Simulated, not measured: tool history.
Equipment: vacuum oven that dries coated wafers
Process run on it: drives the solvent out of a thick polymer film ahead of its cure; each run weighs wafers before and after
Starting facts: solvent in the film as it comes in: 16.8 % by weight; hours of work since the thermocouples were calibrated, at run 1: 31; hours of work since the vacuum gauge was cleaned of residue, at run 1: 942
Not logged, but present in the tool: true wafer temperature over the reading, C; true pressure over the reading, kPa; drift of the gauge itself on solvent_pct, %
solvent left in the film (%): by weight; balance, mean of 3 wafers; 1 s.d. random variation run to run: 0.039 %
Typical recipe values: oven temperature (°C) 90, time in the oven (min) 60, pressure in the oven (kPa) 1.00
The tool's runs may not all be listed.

| run | hour | oven temperature (°C) | time in the oven (min) | pressure in the oven (kPa) | hours of work since the thermocouples were calibrated | hours of work since the vacuum gauge was cleaned of residue | solvent left in the film (%) |
|---|---|---|---|---|---|---|---|
| 1 | 0.0 | 90 | 60 | 1.00 | 31 | 942 | 1.45 |
| 2 | 71.9 | 90 | 60 | 1.00 | 75 | 986 | 1.40 |
| 3 | 134.6 | 86 | 60 | 1.00 | 113 | 1024 | 2.38 |
| 4 | 169.2 | 86 | 60 | 1.00 | 134 | 1046 | 2.34 |
|  | 209.6 | vacuum gauge cleaned of residue and calibrated |
| 5 | 237.1 | 90 | 60 | 1.00 | 175 | 17 | 1.42 |
| 6 | 294.4 | 90 | 60 | 1.00 | 210 | 52 | 1.34 |
| 7 | 331.0 | 90 | 60 | 1.00 | 232 | 74 | 1.32 |
| 8 | 367.8 | 90 | 31 | 1.00 | 255 | 97 | 3.90 |
| 9 | 405.8 | 90 | 82 | 1.00 | 278 | 120 | 0.65 |
| 10 | 472.2 | 99 | 82 | 1.00 | 319 | 161 | 0.17 |
| 11 | 536.6 | 76 | 60 | 1.00 | 358 | 200 | 6.01 |
| 12 | 579.4 | 76 | 60 | 1.00 | 384 | 226 | 6.04 |
| 13 | 652.8 | 76 | 60 | 1.00 | 429 | 271 | 6.12 |
| 14 | 702.7 | 76 | 60 | 1.00 | 460 | 302 | 5.93 |
| 15 | 768.5 | 76 | 60 | 1.00 | 500 | 342 | 5.95 |
| 16 | 840.0 | 76 | 60 | 1.00 | 544 | 386 | 6.12 |
| 17 | 877.1 | 90 | 60 | 1.00 | 566 | 408 | 1.41 |
| 18 | 931.9 | 90 | 60 | 1.00 | 600 | 442 | 1.36 |
|  | 977.6 | oven's thermocouples calibrated |
| 19 | 984.2 | 91 | 60 | 1.00 | 4 | 472 | 1.17 |
| 20 | 1053.4 | 90 | 60 | 1.00 | 46 | 515 | 1.40 |
| 21 | 1109.6 | 90 | 32 | 1.00 | 81 | 549 | 3.85 |
| 22 | 1149.2 | 90 | 32 | 1.00 | 105 | 573 | 3.77 |
| 23 | 1210.6 | 90 | 32 | 1.00 | 143 | 611 | 3.74 |
| 24 | 1277.6 | 90 | 36 | 1.00 | 183 | 652 | 3.19 |
| 25 | 1309.1 | 90 | 73 | 0.55 | 203 | 671 | 0.73 |
| 26 | 1378.3 | 90 | 73 | 0.55 | 245 | 713 | 0.81 |
| 27 | 1432.6 | 90 | 73 | 0.55 | 278 | 747 | 0.76 |
| 28 | 1468.8 | 90 | 106 | 0.69 | 300 | 769 | 0.30 |
| 29 | 1507.3 | 90 | 106 | 0.69 | 324 | 792 | 0.32 |
| 30 | 1578.3 | 94 | 60 | 1.47 | 367 | 836 | 0.79 |
| 31 | 1627.4 | 78 | 60 | 1.00 | 397 | 866 | 5.25 |
| 32 | 1662.6 | 90 | 93 | 1.00 | 419 | 887 | 0.53 |
| 33 | 1695.2 | 90 | 91 | 1.20 | 439 | 907 | 0.65 |
| 34 | 1758.6 | 90 | 31 | 0.65 | 478 | 946 | 4.02 |
| 35 | 1819.9 | 98 | 34 | 0.54 | 515 | 983 | 1.17 |
| 36 | 1855.5 | 102 | 60 | 0.53 | 537 | 1005 | 0.08 |
| 37 | 1900.6 | 102 | 60 | 0.53 | 564 | 1033 | 0.13 |
| 38 | 1945.8 | 102 | 100 | 0.53 | 592 | 1060 | 0.17 |
|  | 1964.1 | vacuum gauge cleaned of residue and calibrated |
| 39 | 1990.0 | 98 | 94 | 0.71 | 618 | 16 | 0.23 |
|  | 2006.1 | oven's thermocouples calibrated |
| 40 | 2024.5 | 76 | 60 | 0.80 | 11 | 36 | 5.88 |
| 41 | 2065.7 | 90 | 30 | 0.77 | 36 | 61 | 3.99 |
| 42 | 2101.9 | 95 | 50 | 1.66 | 59 | 83 | 1.03 |
| 43 | 2157.3 | 95 | 50 | 1.66 | 92 | 117 | 1.04 |
| 44 | 2221.5 | 95 | 50 | 1.66 | 132 | 156 | 0.99 |
| 45 | 2292.0 | 103 | 42 | 2.10 | 175 | 199 | 0.53 |
| 46 | 2350.6 | 103 | 42 | 2.10 | 211 | 235 | 0.49 |

Entry by entry between the runs, the difference in hidden state between the last listed run before and the first listed run after:
Logged between run 4 and run 5: vacuum gauge cleaned of residue and calibrated (hour 209.6)
  true wafer temperature over the reading, C: -0.07 -> -0.08; true pressure over the reading, kPa: 0.02 -> 0
  what was measured, less what the result would be without the hidden state, solvent left in the film (%): +0.03 -> +0.01
Logged between run 18 and run 19: oven's thermocouples calibrated (hour 977.6)
  true wafer temperature over the reading, C: -0.16 -> -0.04; true pressure over the reading, kPa: 0.007 -> 0.008
  what was measured, less what the result would be without the hidden state, solvent left in the film (%): +0.03 -> +0.01
Logged between run 38 and run 39: vacuum gauge cleaned of residue and calibrated (hour 1964.1)
  true pressure over the reading, kPa: 0.019 -> 0
  what was measured, less what the result would be without the hidden state, solvent left in the film (%): +0.01 -> +0.00
Logged between run 39 and run 40: oven's thermocouples calibrated (hour 2006.1)
  true wafer temperature over the reading, C: -0.16 -> 0.02; true pressure over the reading, kPa: 0 -> 0.001
  what was measured, less what the result would be without the hidden state, solvent left in the film (%): +0.00 -> -0.01

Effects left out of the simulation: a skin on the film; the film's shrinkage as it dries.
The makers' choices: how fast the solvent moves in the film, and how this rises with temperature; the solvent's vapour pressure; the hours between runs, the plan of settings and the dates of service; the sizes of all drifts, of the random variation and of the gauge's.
